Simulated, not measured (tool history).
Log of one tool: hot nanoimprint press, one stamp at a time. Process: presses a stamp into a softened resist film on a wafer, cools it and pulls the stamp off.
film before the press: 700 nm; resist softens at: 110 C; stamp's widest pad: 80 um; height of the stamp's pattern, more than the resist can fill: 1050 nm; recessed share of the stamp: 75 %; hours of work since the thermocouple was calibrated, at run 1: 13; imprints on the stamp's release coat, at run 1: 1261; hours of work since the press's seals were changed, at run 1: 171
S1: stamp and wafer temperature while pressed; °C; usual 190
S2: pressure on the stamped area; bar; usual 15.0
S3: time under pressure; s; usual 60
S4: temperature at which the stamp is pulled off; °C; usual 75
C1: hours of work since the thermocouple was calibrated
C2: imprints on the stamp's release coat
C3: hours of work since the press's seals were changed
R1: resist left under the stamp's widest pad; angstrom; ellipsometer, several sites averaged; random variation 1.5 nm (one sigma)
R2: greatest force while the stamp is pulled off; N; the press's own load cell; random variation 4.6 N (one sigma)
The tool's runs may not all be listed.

{"run": 1, "hour": 0.0, "S1": 190, "S2": 15.0, "S3": 60, "S4": 75, "C1": 13, "C2": 1261, "C3": 171, "R1": 3776, "R2": 225}
{"run": 2, "hour": 18.7, "S1": 190, "S2": 15.0, "S3": 60, "S4": 75, "C1": 24, "C2": 1323, "C3": 182, "R1": 3799, "R2": 231}
{"run": 3, "hour": 29.4, "S1": 190, "S2": 15.0, "S3": 60, "S4": 75, "C1": 30, "C2": 1358, "C3": 189, "R1": 3775, "R2": 231}
{"run": 4, "hour": 42.0, "S1": 190, "S2": 15.0, "S3": 60, "S4": 75, "C1": 38, "C2": 1400, "C3": 196, "R1": 3775, "R2": 227}
{"run": 5, "hour": 61.0, "S1": 190, "S2": 15.0, "S3": 60, "S4": 75, "C1": 49, "C2": 1463, "C3": 207, "R1": 3790, "R2": 228}
{"run": 6, "hour": 75.9, "S1": 190, "S2": 15.0, "S3": 60, "S4": 75, "C1": 57, "C2": 1512, "C3": 216, "R1": 3762, "R2": 232}
{"run": 7, "hour": 94.8, "S1": 190, "S2": 15.0, "S3": 60, "S4": 75, "C1": 68, "C2": 1575, "C3": 227, "R1": 3783, "R2": 227}
{"run": 8, "hour": 104.1, "S1": 190, "S2": 15.0, "S3": 60, "S4": 62, "C1": 74, "C2": 1606, "C3": 232, "R1": 3745, "R2": 292}
{"run": 9, "hour": 113.5, "S1": 190, "S2": 15.0, "S3": 60, "S4": 62, "C1": 79, "C2": 1637, "C3": 238, "R1": 3764, "R2": 302}
{"run": 10, "hour": 132.0, "S1": 190, "S2": 15.0, "S3": 60, "S4": 62, "C1": 90, "C2": 1698, "C3": 249, "R1": 3748, "R2": 302}
{"run": 11, "hour": 150.2, "S1": 190, "S2": 15.0, "S3": 60, "S4": 75, "C1": 101, "C2": 1758, "C3": 259, "R1": 3760, "R2": 240}
{"hour": 157.9, "done": "stamp cleaned and given a new release coat"}
{"run": 12, "hour": 169.3, "S1": 190, "S2": 9.1, "S3": 60, "S4": 75, "C1": 108, "C2": 37, "C3": 267, "R1": 4580, "R2": 229}
{"run": 13, "hour": 190.7, "S1": 190, "S2": 15.0, "S3": 42, "S4": 75, "C1": 121, "C2": 108, "C3": 279, "R1": 4180, "R2": 227}
{"run": 14, "hour": 210.1, "S1": 190, "S2": 15.0, "S3": 42, "S4": 75, "C1": 132, "C2": 172, "C3": 291, "R1": 4168, "R2": 227}
{"run": 15, "hour": 220.7, "S1": 190, "S2": 15.0, "S3": 92, "S4": 64, "C1": 139, "C2": 207, "C3": 297, "R1": 3235, "R2": 281}
{"run": 16, "hour": 233.7, "S1": 190, "S2": 15.0, "S3": 42, "S4": 75, "C1": 146, "C2": 251, "C3": 305, "R1": 4206, "R2": 224}
{"run": 17, "hour": 243.5, "S1": 192, "S2": 20.5, "S3": 33, "S4": 62, "C1": 152, "C2": 283, "C3": 310, "R1": 3687, "R2": 288}
{"run": 18, "hour": 265.7, "S1": 197, "S2": 10.6, "S3": 31, "S4": 73, "C1": 165, "C2": 356, "C3": 323, "R1": 4150, "R2": 230}
{"run": 19, "hour": 276.1, "S1": 188, "S2": 19.2, "S3": 60, "S4": 66, "C1": 171, "C2": 391, "C3": 329, "R1": 3623, "R2": 281}
{"run": 20, "hour": 287.3, "S1": 199, "S2": 16.8, "S3": 118, "S4": 75, "C1": 178, "C2": 428, "C3": 336, "R1": 1856, "R2": 229}
{"run": 21, "hour": 307.9, "S1": 202, "S2": 15.0, "S3": 60, "S4": 75, "C1": 190, "C2": 496, "C3": 348, "R1": 2309, "R2": 230}
{"run": 22, "hour": 326.8, "S1": 188, "S2": 22.5, "S3": 60, "S4": 75, "C1": 201, "C2": 558, "C3": 359, "R1": 3350, "R2": 222}
{"run": 23, "hour": 337.4, "S1": 200, "S2": 15.0, "S3": 60, "S4": 75, "C1": 207, "C2": 594, "C3": 365, "R1": 2491, "R2": 233}
{"run": 24, "hour": 357.6, "S1": 197, "S2": 15.0, "S3": 60, "S4": 76, "C1": 219, "C2": 660, "C3": 377, "R1": 2787, "R2": 222}
{"run": 25, "hour": 367.2, "S1": 178, "S2": 15.0, "S3": 60, "S4": 73, "C1": 224, "C2": 692, "C3": 383, "R1": 5494, "R2": 252}
{"run": 26, "hour": 379.5, "S1": 190, "S2": 12.6, "S3": 100, "S4": 75, "C1": 231, "C2": 733, "C3": 390, "R1": 3385, "R2": 223}

5 ways to go on from here, each from the tool as it stands after run 26. What would each give?
{"run": "A", "hour": 400.9, "S1": 190, "S2": 23.0, "S3": 60, "S4": 75, "C1": 244, "C2": 804, "C3": 402, "R1": "?", "R2": "?"}
{"run": "B", "hour": 400.9, "S1": 190, "S2": 12.6, "S3": 66, "S4": 75, "C1": 244, "C2": 804, "C3": 402, "R1": "?", "R2": "?"}
{"run": "C", "hour": 400.9, "S1": 184, "S2": 9.4, "S3": 100, "S4": 78, "C1": 244, "C2": 804, "C3": 402, "R1": "?", "R2": "?"}
{"run": "D", "hour": 400.9, "S1": 190, "S2": 15.0, "S3": 60, "S4": 70, "C1": 244, "C2": 804, "C3": 402, "R1": "?", "R2": "?"}
{"run": "E", "hour": 400.9, "S1": 199, "S2": 10.1, "S3": 60, "S4": 75, "C1": 244, "C2": 804, "C3": 402, "R1": "?", "R2": "?"}

run=A R1=3026 R2=230
run=B R1=3866 R2=233
run=C R1=4691 R2=218
run=D R1=3703 R2=258
run=E R1=3149 R2=226
Without the tool's hidden state the same runs would have given:
run=A R1=3095 R2=229
run=B R1=3954 R2=231
run=C R1=4797 R2=216
run=D R1=3788 R2=256
run=E R1=3221 R2=225
